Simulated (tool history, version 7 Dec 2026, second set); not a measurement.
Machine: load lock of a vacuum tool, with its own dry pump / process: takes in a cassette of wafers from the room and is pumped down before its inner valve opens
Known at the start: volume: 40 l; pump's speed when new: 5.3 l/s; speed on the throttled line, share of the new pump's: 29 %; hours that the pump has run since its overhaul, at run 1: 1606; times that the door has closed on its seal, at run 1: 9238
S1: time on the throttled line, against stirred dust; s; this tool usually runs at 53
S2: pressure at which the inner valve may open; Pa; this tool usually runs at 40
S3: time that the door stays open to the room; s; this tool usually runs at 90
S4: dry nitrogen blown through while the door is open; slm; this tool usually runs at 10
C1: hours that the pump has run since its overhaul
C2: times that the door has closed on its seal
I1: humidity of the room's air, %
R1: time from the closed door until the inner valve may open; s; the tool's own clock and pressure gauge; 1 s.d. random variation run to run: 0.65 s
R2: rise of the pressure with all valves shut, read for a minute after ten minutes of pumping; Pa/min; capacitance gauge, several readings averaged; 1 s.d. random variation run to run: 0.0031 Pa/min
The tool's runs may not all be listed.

| run | hour | S1 | S2 | S3 | S4 | C1 | C2 | I1 | R1 | R2 |
|---|---|---|---|---|---|---|---|---|---|---|
| 1 | 0.0 | 53 | 40 | 90 | 10 | 1606 | 9238 | 46.0 | 97.4 | 0.144 |
| 2 | 105.5 | 53 | 40 | 90 | 10 | 1711 | 9375 | 47.2 | 99.3 | 0.141 |
| 3 | 177.3 | 53 | 40 | 90 | 10 | 1783 | 9469 | 47.2 | 98.7 | 0.151 |
| 4 | 269.3 | 53 | 31 | 90 | 10 | 1875 | 9589 | 47.2 | 99.8 | 0.151 |
| 5 | 356.8 | 53 | 31 | 90 | 14 | 1962 | 9702 | 42.7 | 99.2 | 0.136 |
| 6 | 414.0 | 53 | 31 | 90 | 14 | 2020 | 9777 | 42.6 | 100.1 | 0.134 |
| 7 | 518.4 | 53 | 31 | 90 | 14 | 2124 | 9913 | 47.4 | 99.5 | 0.137 |
| 8 | 563.0 | 53 | 40 | 77 | 10 | 2169 | 9971 | 43.8 | 97.3 | 0.135 |
| 9 | 650.0 | 53 | 40 | 77 | 20 | 2256 | 10084 | 45.6 | 98.0 | 0.126 |
| 10 | 725.6 | 53 | 40 | 90 | 19 | 2331 | 10182 | 46.0 | 98.3 | 0.136 |
| 11 | 819.2 | 53 | 40 | 90 | 19 | 2425 | 10304 | 44.6 | 97.6 | 0.139 |
| 12 | 884.4 | 27 | 40 | 90 | 10 | 2490 | 10389 | 43.2 | 79.7 | 0.154 |
| 13 | 940.9 | 27 | 40 | 90 | 10 | 2546 | 10463 | 45.6 | 80.1 | 0.151 |
| 14 | 1033.3 | 27 | 40 | 90 | 10 | 2639 | 10583 | 46.9 | 79.6 | 0.156 |
| 15 | 1140.5 | 101 | 40 | 90 | 10 | 2746 | 10723 | 42.3 | 132.8 | 0.154 |
| 16 | 1192.9 | 101 | 40 | 90 | 10 | 2798 | 10791 | 45.4 | 131.6 | 0.157 |
| 17 | 1267.1 | 53 | 40 | 90 | 10 | 2873 | 10887 | 46.5 | 98.0 | 0.162 |
| 18 | 1332.4 | 53 | 40 | 90 | 10 | 2938 | 10972 | 42.8 | 98.4 | 0.155 |
| 19 | 1396.7 | 53 | 40 | 90 | 10 | 3002 | 11056 | 45.9 | 97.6 | 0.165 |
| 20 | 1494.5 | 61 | 40 | 131 | 10 | 3100 | 11183 | 44.1 | 103.6 | 0.187 |
| 21 | 1571.2 | 53 | 53 | 90 | 10 | 3177 | 11283 | 45.4 | 95.6 | 0.163 |
| 22 | 1630.4 | 53 | 30 | 30 | 10 | 3236 | 11360 | 44.5 | 100.2 | 0.119 |
| 23 | 1708.9 | 47 | 48 | 32 | 39 | 3314 | 11462 | 45.3 | 92.8 | 0.110 |
| 24 | 1801.9 | 46 | 51 | 195 | 10 | 3407 | 11583 | 46.3 | 92.2 | 0.228 |
| 25 | 1882.3 | 46 | 44 | 182 | 10 | 3488 | 11688 | 48.2 | 92.4 | 0.223 |
| 26 | 1961.3 | 46 | 44 | 182 | 10 | 3567 | 11791 | 45.8 | 92.5 | 0.218 |
| 27 | 2055.4 | 46 | 44 | 182 | 10 | 3661 | 11913 | 44.6 | 93.1 | 0.219 |
| 28 | 2110.3 | 31 | 62 | 111 | 6 | 3716 | 11985 | 44.4 | 81.1 | 0.189 |
| 29 | 2215.9 | 39 | 62 | 48 | 7 | 3821 | 12122 | 46.6 | 86.0 | 0.157 |
| 30 | 2279.3 | 49 | 39 | 164 | 28 | 3885 | 12205 | 43.9 | 96.4 | 0.167 |
| 31 | 2353.2 | 53 | 66 | 90 | 9 | 3959 | 12301 | 44.1 | 93.6 | 0.178 |
| 32 | 2432.7 | 53 | 73 | 186 | 9 | 4038 | 12404 | 45.7 | 94.7 | 0.227 |
| 33 | 2482.6 | 53 | 40 | 90 | 11 | 4088 | 12469 | 44.1 | 98.7 | 0.173 |
| 34 | 2577.6 | 53 | 40 | 90 | 11 | 4183 | 12593 | 44.1 | 97.9 | 0.176 |
| 35 | 2631.1 | 53 | 40 | 90 | 11 | 4237 | 12663 | 44.2 | 99.9 | 0.175 |
| 36 | 2731.7 | 63 | 67 | 169 | 40 | 4337 | 12794 | 46.0 | 102.6 | 0.164 |

Predict each of these 3 candidate next runs independently; none follows another, all start after run 36:
| A | 2804.9 | 53 | 40 | 121 | 28 | 4410 | 12889 | 45.7 | ? | ? |
| B | 2804.9 | 63 | 67 | 169 | 36 | 4410 | 12889 | 45.1 | ? | ? |
| C | 2804.9 | 52 | 67 | 46 | 40 | 4410 | 12889 | 46.4 | ? | ? |

| run | R1 | R2 |
|---|---|---|
| A | 99.7 | 0.160 |
| B | 102.5 | 0.169 |
| C | 94.5 | 0.139 |
The same runs, with their run-to-run variation unchanged, on a tool lacking any hidden condition would have given:
| run | R1 | R2 |
|---|---|---|
| A | 97.5 | 0.057 |
| B | 100.7 | 0.063 |
| C | 92.5 | 0.032 |
